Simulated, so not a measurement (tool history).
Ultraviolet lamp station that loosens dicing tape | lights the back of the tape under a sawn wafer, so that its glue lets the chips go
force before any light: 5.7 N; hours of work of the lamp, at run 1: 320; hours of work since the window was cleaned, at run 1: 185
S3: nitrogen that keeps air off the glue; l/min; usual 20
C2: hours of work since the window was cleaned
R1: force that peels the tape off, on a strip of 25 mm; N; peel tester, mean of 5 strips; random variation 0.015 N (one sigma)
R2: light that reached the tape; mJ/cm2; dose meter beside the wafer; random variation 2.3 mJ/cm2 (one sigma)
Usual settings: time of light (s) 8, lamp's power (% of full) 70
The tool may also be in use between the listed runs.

{"run": 1, "hour": 0.0, "time of light (s)": 8, "lamp's power (% of full)": 70, "S3": 20, "hours of work of the lamp": 320, "C2": 185, "R1": 0.983, "R2": 184}
{"run": 2, "hour": 42.2, "time of light (s)": 8, "lamp's power (% of full)": 70, "S3": 20, "hours of work of the lamp": 341, "C2": 206, "R1": 1.005, "R2": 178}
{"run": 3, "hour": 92.7, "time of light (s)": 8, "lamp's power (% of full)": 70, "S3": 20, "hours of work of the lamp": 366, "C2": 231, "R1": 1.044, "R2": 177}
{"run": 4, "hour": 146.3, "time of light (s)": 8, "lamp's power (% of full)": 70, "S3": 20, "hours of work of the lamp": 392, "C2": 257, "R1": 1.065, "R2": 174}
{"run": 5, "hour": 209.4, "time of light (s)": 8, "lamp's power (% of full)": 70, "S3": 20, "hours of work of the lamp": 423, "C2": 288, "R1": 1.086, "R2": 165}
{"run": 6, "hour": 272.2, "time of light (s)": 8, "lamp's power (% of full)": 70, "S3": 20, "hours of work of the lamp": 454, "C2": 319, "R1": 1.151, "R2": 170}
{"run": 7, "hour": 334.0, "time of light (s)": 8, "lamp's power (% of full)": 70, "S3": 7, "hours of work of the lamp": 485, "C2": 350, "R1": 2.096, "R2": 163}
{"run": 8, "hour": 367.5, "time of light (s)": 8, "lamp's power (% of full)": 70, "S3": 7, "hours of work of the lamp": 501, "C2": 366, "R1": 2.16, "R2": 164}
{"run": 9, "hour": 410.0, "time of light (s)": 8, "lamp's power (% of full)": 70, "S3": 7, "hours of work of the lamp": 522, "C2": 387, "R1": 2.172, "R2": 158}
{"hour": 462.4, "done": "window cleaned of glue's vapour"}
{"run": 10, "hour": 475.6, "time of light (s)": 8, "lamp's power (% of full)": 70, "S3": 7, "hours of work of the lamp": 554, "C2": 7, "R1": 1.791, "R2": 189}
{"run": 11, "hour": 537.4, "time of light (s)": 8, "lamp's power (% of full)": 70, "S3": 7, "hours of work of the lamp": 585, "C2": 37, "R1": 1.882, "R2": 182}
{"run": 12, "hour": 585.8, "time of light (s)": 8, "lamp's power (% of full)": 70, "S3": 7, "hours of work of the lamp": 609, "C2": 61, "R1": 1.9, "R2": 177}
{"run": 13, "hour": 623.5, "time of light (s)": 8, "lamp's power (% of full)": 70, "S3": 7, "hours of work of the lamp": 627, "C2": 79, "R1": 1.923, "R2": 175}
{"run": 14, "hour": 666.4, "time of light (s)": 8, "lamp's power (% of full)": 70, "S3": 7, "hours of work of the lamp": 648, "C2": 100, "R1": 1.914, "R2": 173}
{"run": 15, "hour": 697.2, "time of light (s)": 8, "lamp's power (% of full)": 70, "S3": 7, "hours of work of the lamp": 663, "C2": 116, "R1": 1.904, "R2": 170}
{"run": 16, "hour": 736.0, "time of light (s)": 5, "lamp's power (% of full)": 70, "S3": 15, "hours of work of the lamp": 682, "C2": 135, "R1": 2.229, "R2": 109}
{"run": 17, "hour": 789.9, "time of light (s)": 5, "lamp's power (% of full)": 70, "S3": 15, "hours of work of the lamp": 709, "C2": 161, "R1": 2.277, "R2": 108}
{"run": 18, "hour": 838.0, "time of light (s)": 5, "lamp's power (% of full)": 67, "S3": 25, "hours of work of the lamp": 733, "C2": 185, "R1": 2.016, "R2": 97}
{"run": 19, "hour": 887.1, "time of light (s)": 4, "lamp's power (% of full)": 65, "S3": 9, "hours of work of the lamp": 757, "C2": 209, "R1": 3.41, "R2": 77}
{"run": 20, "hour": 950.1, "time of light (s)": 8, "lamp's power (% of full)": 93, "S3": 20, "hours of work of the lamp": 788, "C2": 240, "R1": 0.801, "R2": 203}
{"run": 21, "hour": 992.2, "time of light (s)": 12, "lamp's power (% of full)": 93, "S3": 15, "hours of work of the lamp": 809, "C2": 261, "R1": 0.472, "R2": 308}
{"run": 22, "hour": 1042.5, "time of light (s)": 8, "lamp's power (% of full)": 63, "S3": 20, "hours of work of the lamp": 833, "C2": 286, "R1": 1.54, "R2": 133}
{"run": 23, "hour": 1070.6, "time of light (s)": 8, "lamp's power (% of full)": 70, "S3": 37, "hours of work of the lamp": 847, "C2": 300, "R1": 0.988, "R2": 148}
{"run": 24, "hour": 1116.5, "time of light (s)": 9, "lamp's power (% of full)": 82, "S3": 37, "hours of work of the lamp": 870, "C2": 322, "R1": 0.606, "R2": 190}

Run 25 comes next. What will it give?
{"run": 25, "hour": 1143.2, "time of light (s)": 9, "lamp's power (% of full)": 82, "S3": 9, "hours of work of the lamp": 883, "C2": 335, "R1": "?", "R2": "?"}

Run 25 gave R1 1.552 N, R2 188 mJ/cm2.
Without the tool's hidden state the same run would have given R1 0.819 N, R2 287 mJ/cm2.

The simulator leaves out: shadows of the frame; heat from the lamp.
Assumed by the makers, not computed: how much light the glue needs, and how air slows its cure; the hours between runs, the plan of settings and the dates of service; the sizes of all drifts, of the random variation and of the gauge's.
